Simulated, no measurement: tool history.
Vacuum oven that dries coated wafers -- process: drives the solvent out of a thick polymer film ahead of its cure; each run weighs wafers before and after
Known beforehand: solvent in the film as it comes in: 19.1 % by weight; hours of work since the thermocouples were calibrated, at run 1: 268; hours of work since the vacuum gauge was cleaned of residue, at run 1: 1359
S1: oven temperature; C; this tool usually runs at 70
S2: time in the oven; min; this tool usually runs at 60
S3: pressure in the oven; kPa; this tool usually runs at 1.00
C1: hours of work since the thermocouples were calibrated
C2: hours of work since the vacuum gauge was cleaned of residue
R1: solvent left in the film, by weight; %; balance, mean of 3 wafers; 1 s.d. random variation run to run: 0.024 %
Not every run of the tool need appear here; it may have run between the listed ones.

run 1 hour=0.0 | S1=70 S2=60 S3=1.00 | C1=268 C2=1359 | R1=3.62
run 2 hour=45.6 | S1=82 S2=60 S3=1.00 | C1=296 C2=1387 | R1=0.67
run 3 hour=94.8 | S1=82 S2=60 S3=1.00 | C1=326 C2=1417 | R1=0.65
run 4 hour=140.0 | S1=82 S2=60 S3=1.00 | C1=354 C2=1444 | R1=0.64
run 5 hour=176.3 | S1=70 S2=60 S3=1.56 | C1=376 C2=1466 | R1=3.66
run 6 hour=213.7 | S1=70 S2=60 S3=1.56 | C1=399 C2=1489 | R1=3.70
run 7 hour=273.0 | S1=70 S2=34 S3=1.56 | C1=435 C2=1526 | R1=6.77
run 8 hour=314.2 | S1=70 S2=60 S3=1.00 | C1=460 C2=1551 | R1=3.56
run 9 hour=372.4 | S1=70 S2=60 S3=1.00 | C1=496 C2=1586 | R1=3.60
run 10 hour=420.6 | S1=70 S2=60 S3=1.47 | C1=525 C2=1616 | R1=3.61
run 11 hour=453.6 | S1=70 S2=60 S3=1.00 | C1=546 C2=1636 | R1=3.59
run 12 hour=483.4 | S1=70 S2=60 S3=1.00 | C1=564 C2=1654 | R1=3.57
run 13 hour=541.2 | S1=70 S2=71 S3=1.00 | C1=599 C2=1690 | R1=2.75
run 14 hour=595.0 | S1=70 S2=71 S3=1.00 | C1=632 C2=1722 | R1=2.69
run 15 hour=622.4 | S1=70 S2=71 S3=1.00 | C1=649 C2=1739 | R1=2.71
run 16 hour=664.5 | S1=70 S2=71 S3=1.00 | C1=675 C2=1765 | R1=2.77
run 17 hour=690.1 | S1=70 S2=71 S3=1.00 | C1=690 C2=1781 | R1=2.74
run 18 hour=743.5 | S1=70 S2=60 S3=0.95 | C1=723 C2=1813 | R1=3.56
run 19 hour=771.9 | S1=70 S2=60 S3=0.95 | C1=740 C2=1830 | R1=3.51
run 20 hour=802.3 | S1=70 S2=60 S3=0.95 | C1=759 C2=1849 | R1=3.51
run 21 hour=852.4 | S1=77 S2=60 S3=1.00 | C1=789 C2=1880 | R1=1.43
run 22 hour=912.3 | S1=84 S2=60 S3=1.00 | C1=826 C2=1916 | R1=0.49
run 23 hour=942.8 | S1=70 S2=60 S3=1.00 | C1=845 C2=1935 | R1=3.49
run 24 hour=977.1 | S1=70 S2=60 S3=1.00 | C1=866 C2=1956 | R1=3.50
run 25 hour=1025.1 | S1=70 S2=60 S3=1.00 | C1=895 C2=1985 | R1=3.44
run 26 hour=1070.2 | S1=70 S2=60 S3=0.69 | C1=922 C2=2013 | R1=3.44
run 27 hour=1104.9 | S1=70 S2=60 S3=0.69 | C1=944 C2=2034 | R1=3.42
run 28 hour=1142.4 | S1=70 S2=60 S3=0.69 | C1=967 C2=2057 | R1=3.40
run 29 hour=1187.3 | S1=70 S2=60 S3=0.69 | C1=994 C2=2084 | R1=3.43
run 30 hour=1232.7 | S1=70 S2=60 S3=0.69 | C1=1022 C2=2112 | R1=3.41
run 31 hour=1281.6 | S1=62 S2=87 S3=3.53 | C1=1052 C2=2142 | R1=5.04
run 32 hour=1315.9 | S1=77 S2=32 S3=1.76 | C1=1073 C2=2163 | R1=4.25
run 33 hour=1371.3 | S1=70 S2=32 S3=1.56 | C1=1107 C2=2197 | R1=6.91
run 34 hour=1409.8 | S1=70 S2=80 S3=2.92 | C1=1130 C2=2220 | R1=2.49
run 35 hour=1445.1 | S1=72 S2=43 S3=0.91 | C1=1152 C2=2242 | R1=4.38
run 36 hour=1492.2 | S1=83 S2=90 S3=0.72 | C1=1180 C2=2271 | R1=0.20
run 37 hour=1535.1 | S1=63 S2=48 S3=3.53 | C1=1207 C2=2297 | R1=7.78
run 38 hour=1581.1 | S1=77 S2=56 S3=1.08 | C1=1235 C2=2325 | R1=1.64
run 39 hour=1625.9 | S1=77 S2=39 S3=1.50 | C1=1262 C2=2353 | R1=3.19
-- hour=1648.5 oven's thermocouples calibrated
run 40 hour=1671.4 | S1=77 S2=63 S3=0.72 | C1=14 C2=2379 | R1=1.48
run 41 hour=1728.2 | S1=77 S2=63 S3=0.72 | C1=49 C2=2414 | R1=1.50
run 42 hour=1755.4 | S1=83 S2=103 S3=1.00 | C1=65 C2=2430 | R1=0.25
run 43 hour=1797.9 | S1=80 S2=58 S3=1.00 | C1=91 C2=2456 | R1=1.16
run 44 hour=1835.3 | S1=68 S2=61 S3=0.52 | C1=114 C2=2479 | R1=4.44
run 45 hour=1880.9 | S1=59 S2=40 S3=0.52 | C1=142 C2=2507 | R1=10.11
run 46 hour=1913.6 | S1=58 S2=44 S3=2.38 | C1=162 C2=2527 | R1=10.41

Each row is a separate what-if for the run after 46, all from the same tool condition, not one after another. Results?
run A hour=1947.4 | S1=76 S2=50 S3=0.51 | C1=183 C2=2548 | R1=?
run B hour=1947.4 | S1=70 S2=47 S3=0.69 | C1=183 C2=2548 | R1=?
run C hour=1947.4 | S1=67 S2=43 S3=3.99 | C1=183 C2=2548 | R1=?
run D hour=1947.4 | S1=70 S2=31 S3=1.84 | C1=183 C2=2548 | R1=?
run E hour=1947.4 | S1=66 S2=31 S3=1.00 | C1=183 C2=2548 | R1=?

run=A R1=2.55
run=B R1=5.09
run=C R1=7.33
run=D R1=7.56
run=E R1=8.90
With no hidden state in the tool, these same runs would have given:
run=A R1=2.50
run=B R1=5.04
run=C R1=7.28
run=D R1=7.52
run=E R1=8.86

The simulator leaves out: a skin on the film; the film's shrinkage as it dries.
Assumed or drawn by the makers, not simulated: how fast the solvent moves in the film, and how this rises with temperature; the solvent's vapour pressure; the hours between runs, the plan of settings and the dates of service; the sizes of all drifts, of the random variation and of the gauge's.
